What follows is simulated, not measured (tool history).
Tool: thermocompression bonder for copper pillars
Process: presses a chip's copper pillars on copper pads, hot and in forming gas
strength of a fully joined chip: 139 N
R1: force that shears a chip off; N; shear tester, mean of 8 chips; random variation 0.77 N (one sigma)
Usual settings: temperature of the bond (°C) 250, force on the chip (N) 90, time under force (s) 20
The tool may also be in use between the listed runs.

run 1 hour=0 | temperature_of_the_bond_(°C)=250 force_on_the_chip_(N)=90 time_under_force_(s)=20 | R1=96.6
run 2 hour=52 | temperature_of_the_bond_(°C)=250 force_on_the_chip_(N)=90 time_under_force_(s)=20 | R1=96.4
-- hour=84.2 heater calibrated with a thermocouple chip
run 3 hour=87.4 | temperature_of_the_bond_(°C)=250 force_on_the_chip_(N)=90 time_under_force_(s)=20 | R1=98
run 4 hour=126.3 | temperature_of_the_bond_(°C)=250 force_on_the_chip_(N)=90 time_under_force_(s)=20 | R1=97.5
run 5 hour=156.4 | temperature_of_the_bond_(°C)=250 force_on_the_chip_(N)=90 time_under_force_(s)=20 | R1=97.8
run 6 hour=207.7 | temperature_of_the_bond_(°C)=250 force_on_the_chip_(N)=90 time_under_force_(s)=24 | R1=101
run 7 hour=237.9 | temperature_of_the_bond_(°C)=250 force_on_the_chip_(N)=90 time_under_force_(s)=24 | R1=100.6
run 8 hour=281.5 | temperature_of_the_bond_(°C)=250 force_on_the_chip_(N)=90 time_under_force_(s)=24 | R1=99.3
run 9 hour=333.7 | temperature_of_the_bond_(°C)=250 force_on_the_chip_(N)=90 time_under_force_(s)=20 | R1=94.8
run 10 hour=376.7 | temperature_of_the_bond_(°C)=250 force_on_the_chip_(N)=90 time_under_force_(s)=20 | R1=93.2
run 11 hour=405 | temperature_of_the_bond_(°C)=250 force_on_the_chip_(N)=90 time_under_force_(s)=20 | R1=93.2
-- hour=450.2 forming gas filter changed
run 12 hour=455.7 | temperature_of_the_bond_(°C)=250 force_on_the_chip_(N)=90 time_under_force_(s)=20 | R1=101.3
run 13 hour=507.9 | temperature_of_the_bond_(°C)=250 force_on_the_chip_(N)=90 time_under_force_(s)=20 | R1=98.4
run 14 hour=539.4 | temperature_of_the_bond_(°C)=250 force_on_the_chip_(N)=73 time_under_force_(s)=20 | R1=90.3
run 15 hour=575.8 | temperature_of_the_bond_(°C)=250 force_on_the_chip_(N)=90 time_under_force_(s)=23 | R1=103.5
run 16 hour=601 | temperature_of_the_bond_(°C)=250 force_on_the_chip_(N)=89 time_under_force_(s)=20 | R1=99.4
run 17 hour=626 | temperature_of_the_bond_(°C)=250 force_on_the_chip_(N)=89 time_under_force_(s)=20 | R1=97.5
run 18 hour=676.3 | temperature_of_the_bond_(°C)=250 force_on_the_chip_(N)=89 time_under_force_(s)=20 | R1=96.5
run 19 hour=712.9 | temperature_of_the_bond_(°C)=250 force_on_the_chip_(N)=89 time_under_force_(s)=20 | R1=96.6
run 20 hour=735.1 | temperature_of_the_bond_(°C)=250 force_on_the_chip_(N)=89 time_under_force_(s)=20 | R1=97.2

Run 21 comes next. What will it give?
run 21 hour=773 | temperature_of_the_bond_(°C)=250 force_on_the_chip_(N)=107 time_under_force_(s)=53 | R1=?

R1: 121.5 N
Without the tool's hidden state the same run would have given R1 127.7 N.
